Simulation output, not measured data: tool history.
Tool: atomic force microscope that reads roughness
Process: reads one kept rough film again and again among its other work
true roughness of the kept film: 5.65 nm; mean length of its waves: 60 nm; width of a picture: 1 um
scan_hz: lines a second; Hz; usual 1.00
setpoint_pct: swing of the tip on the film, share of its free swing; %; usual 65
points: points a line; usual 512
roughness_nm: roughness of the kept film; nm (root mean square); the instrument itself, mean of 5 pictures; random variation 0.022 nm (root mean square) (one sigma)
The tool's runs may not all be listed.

Run 1, hour 0.0: usual settings. Result: roughness_nm 4.969 nm (root mean square).
At hour 50.3: new tip fitted.
Run 2, hour 58.1: usual settings. Result: roughness_nm 5.337 nm (root mean square).
Run 3, hour 101.8: usual settings. Result: roughness_nm 5.168 nm (root mean square).
Run 4, hour 128.0: usual settings but scan_hz 1.87 Hz. Result: roughness_nm 5.008 nm (root mean square).
Run 5, hour 182.0: usual settings but scan_hz 1.87 Hz. Result: roughness_nm 4.750 nm (root mean square).
At hour 187.6: new tip fitted.
Run 6, hour 208.3: usual settings. Result: roughness_nm 5.266 nm (root mean square).
Run 7, hour 238.3: usual settings. Result: roughness_nm 5.103 nm (root mean square).
Run 8, hour 275.4: usual settings but setpoint_pct 82 %. Result: roughness_nm 4.865 nm (root mean square).
Run 9, hour 303.2: usual settings but setpoint_pct 82 %. Result: roughness_nm 4.717 nm (root mean square).
At hour 323.6: new tip fitted.
Run 10, hour 364.0: usual settings but setpoint_pct 82 %, points 482. Result: roughness_nm 5.047 nm (root mean square).
Run 11, hour 408.8: usual settings. Result: roughness_nm 4.986 nm (root mean square).
Run 12, hour 433.9: usual settings. Result: roughness_nm 4.888 nm (root mean square).
At hour 457.4: new tip fitted.
Run 13, hour 482.3: usual settings. Result: roughness_nm 5.223 nm (root mean square).
Run 14, hour 542.3: usual settings but points 947. Result: roughness_nm 5.034 nm (root mean square).
Run 15, hour 584.3: usual settings but setpoint_pct 66 %. Result: roughness_nm 4.813 nm (root mean square).
At hour 591.8: new tip fitted.
Run 16, hour 619.9: usual settings but setpoint_pct 66 %. Result: roughness_nm 5.191 nm (root mean square).
Run 17, hour 645.0: usual settings but setpoint_pct 66 %. Result: roughness_nm 5.053 nm (root mean square).
Run 18, hour 670.6: usual settings but setpoint_pct 66 %. Result: roughness_nm 4.992 nm (root mean square).
Run 19, hour 705.5: usual settings. Result: roughness_nm 4.839 nm (root mean square).
At hour 727.1: new tip fitted.
Run 20, hour 768.3: usual settings but setpoint_pct 74 %. Result: roughness_nm 5.107 nm (root mean square).
Run 21, hour 805.0: usual settings but setpoint_pct 58 %. Result: roughness_nm 5.031 nm (root mean square).
At hour 861.3: new tip fitted.
Run 22, hour 867.4: usual settings but setpoint_pct 58 %. Result: roughness_nm 5.343 nm (root mean square).
Run 23, hour 927.3: usual settings but setpoint_pct 58 %. Result: roughness_nm 5.069 nm (root mean square).
Run 24, hour 978.0: usual settings but setpoint_pct 58 %. Result: roughness_nm 4.907 nm (root mean square).
At hour 997.8: new tip fitted.
Run 25, hour 1032.0: usual settings but scan_hz 1.83 Hz, setpoint_pct 62 %, points 567. Result: roughness_nm 5.118 nm (root mean square).
Run 26, hour 1066.7: usual settings but scan_hz 0.54 Hz, setpoint_pct 62 %, points 465. Result: roughness_nm 5.082 nm (root mean square).
Run 27, hour 1095.5: usual settings but scan_hz 0.54 Hz, setpoint_pct 62 %, points 465. Result: roughness_nm 4.955 nm (root mean square).
At hour 1135.3: new tip fitted.
Run 28, hour 1145.3: usual settings but scan_hz 0.54 Hz, setpoint_pct 62 %, points 465. Result: roughness_nm 5.301 nm (root mean square).
Run 29, hour 1190.6: usual settings but scan_hz 0.54 Hz, setpoint_pct 63 %, points 465. Result: roughness_nm 5.113 nm (root mean square).
Run 30, hour 1219.0: usual settings but scan_hz 1.08 Hz, setpoint_pct 66 %, points 775. Result: roughness_nm 4.928 nm (root mean square).
Run 31, hour 1245.8: usual settings but scan_hz 1.08 Hz, setpoint_pct 66 %, points 775. Result: roughness_nm 4.862 nm (root mean square).
At hour 1270.7: new tip fitted.
Run 32, hour 1271.6: usual settings but scan_hz 2.73 Hz, setpoint_pct 57 %, points 272. Result: roughness_nm 5.232 nm (root mean square).
Run 33, hour 1308.2: usual settings but scan_hz 2.73 Hz, setpoint_pct 57 %, points 272. Result: roughness_nm 5.100 nm (root mean square).
Run 34, hour 1364.8: usual settings but scan_hz 2.73 Hz, setpoint_pct 57 %, points 272. Result: roughness_nm 4.845 nm (root mean square).
Run 35, hour 1390.2: usual settings but points 390. Result: roughness_nm 4.818 nm (root mean square).
At hour 1408.7: new tip fitted.
Run 36, hour 1450.3: usual settings but setpoint_pct 85 %, points 390. Result: roughness_nm 4.972 nm (root mean square).
Run 37, hour 1490.2: usual settings but scan_hz 0.96 Hz, points 694. Result: roughness_nm 5.011 nm (root mean square).
Run 38, hour 1522.9: usual settings but scan_hz 1.63 Hz, points 784. Result: roughness_nm 4.806 nm (root mean square).
At hour 1542.9: new tip fitted.
Run 39, hour 1569.1: usual settings but scan_hz 1.63 Hz, points 784. Result: roughness_nm 5.185 nm (root mean square).

Measured less the same run without the tool's hidden state. The same run-to-run variation is in both; the gauge's scatter may not be:
The hidden state here: radius of the tip, nm; height scale over the true one, %; drift of the gauge itself on roughness_nm, %.
run  roughness_nm
  1        -0.381
  2        -0.075
  3        -0.246
  4        -0.339
  5        -0.520
  6        -0.132
  7        -0.252
  8        -0.391
  9        -0.478
 10        -0.219
 11        -0.395
 12        -0.488
 13        -0.170
 14        -0.388
 15        -0.538
 16        -0.185
 17        -0.294
 18        -0.408
 19        -0.539
 20        -0.220
 21        -0.369
 22        -0.096
 23        -0.330
 24        -0.522
 25        -0.197
 26        -0.352
 27        -0.474
 28        -0.120
 29        -0.305
 30        -0.414
 31        -0.516
 32        -0.073
 33        -0.233
 34        -0.454
 35        -0.548
 36        -0.236
 37        -0.408
 38        -0.531
 39        -0.187
